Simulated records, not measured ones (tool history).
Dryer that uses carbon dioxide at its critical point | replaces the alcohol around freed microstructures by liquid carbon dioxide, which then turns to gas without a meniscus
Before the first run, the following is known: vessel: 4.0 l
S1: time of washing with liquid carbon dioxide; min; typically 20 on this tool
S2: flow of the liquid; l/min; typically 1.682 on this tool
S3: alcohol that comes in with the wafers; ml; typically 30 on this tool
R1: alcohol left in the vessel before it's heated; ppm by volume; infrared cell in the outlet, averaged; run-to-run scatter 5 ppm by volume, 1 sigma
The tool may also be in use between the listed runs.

run,hour,S1,S2,S3,R1
1,0,20,1.682,30,29
2,13,20,1.682,30,39
# hour 18.3: inlet filter changed
3,25,17,1.682,30,36
4,39.9,17,1.682,30,36
5,51.1,17,1.682,30,34
6,65.2,17,1.682,30,34
7,76,17,1.682,30,32
8,89.4,17,1.682,57,41
9,101.4,17,1.682,57,45
10,107.6,17,1.682,57,52
11,121.7,17,1.682,57,55
12,135,17,1.682,57,56
13,142.4,17,1.682,57,60
14,156.1,20,1.682,30,38
15,171.4,20,1.682,30,40
16,181.7,20,1.682,30,35
17,188.4,20,1.682,30,35
18,195.8,16,1.682,30,53
19,204.4,16,1.682,30,49
20,211.7,16,1.682,30,55

What will run 21 give?
21,225,16,1.682,30,?

Run 21 yielded R1 51 ppm by volume.
Without the tool's hidden state the same run would have given R1 20 ppm by volume.

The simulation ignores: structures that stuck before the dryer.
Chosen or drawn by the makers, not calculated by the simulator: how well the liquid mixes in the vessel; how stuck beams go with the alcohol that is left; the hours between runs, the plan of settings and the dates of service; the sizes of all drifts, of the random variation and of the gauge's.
